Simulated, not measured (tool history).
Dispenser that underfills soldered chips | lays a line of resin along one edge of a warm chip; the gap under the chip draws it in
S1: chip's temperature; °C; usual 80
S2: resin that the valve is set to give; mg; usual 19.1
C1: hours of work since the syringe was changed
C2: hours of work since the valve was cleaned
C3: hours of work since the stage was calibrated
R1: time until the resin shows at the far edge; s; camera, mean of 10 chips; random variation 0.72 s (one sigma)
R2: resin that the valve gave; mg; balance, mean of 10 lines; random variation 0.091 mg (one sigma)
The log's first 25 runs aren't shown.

run   hour  S1    S2  C1  C2   C3     R1     R2
 26  131.1  93  18.5   3  29  222   41.4  18.18
     136.0  -- new syringe of resin
 27  136.8  93  18.5   1  33  226   36.7  18.12
 28  139.9  79  16.6   3  35  228   78.6  16.26
 29  145.0  74  21.6   6  38  231  119.2  21.04
     145.9  -- new syringe of resin
 30  149.7  74  21.6   2  41  234   92.2  21.08
     155.6  -- new syringe of resin
 31  156.2  68  20.8   0  45  238  116.3  20.50
 32  162.4  68  20.3   4  49  242  145.9  19.85
     165.6  -- new syringe of resin
 33  169.1  68  17.7   2  54  246  131.7  17.00
 34  173.8  69  17.7   5  57  249  149.9  17.32
     175.3  -- new syringe of resin
 35  179.4  80  17.2   3  60  253   75.0  16.67

4 ways to go on from here, each from the tool as it stands after run 35. What would each give?
  A  184.3  78  17.4   6  63  256   ?   ?
  B  184.3  80  22.5   6  63  256   ?   ?
  C  184.3  80  22.5   6  63  256   ?   ?
  D  184.3  67  17.6   6  63  256   ?   ?

run     R1     R2
  A   95.7  16.81
  B   86.8  21.70
  C   85.0  21.70
  D  168.4  16.83
Without the tool's hidden state the same runs would have given:
run     R1     R2
  A   71.9  17.39
  B   65.9  22.45
  C   64.4  22.45
  D  127.2  17.42
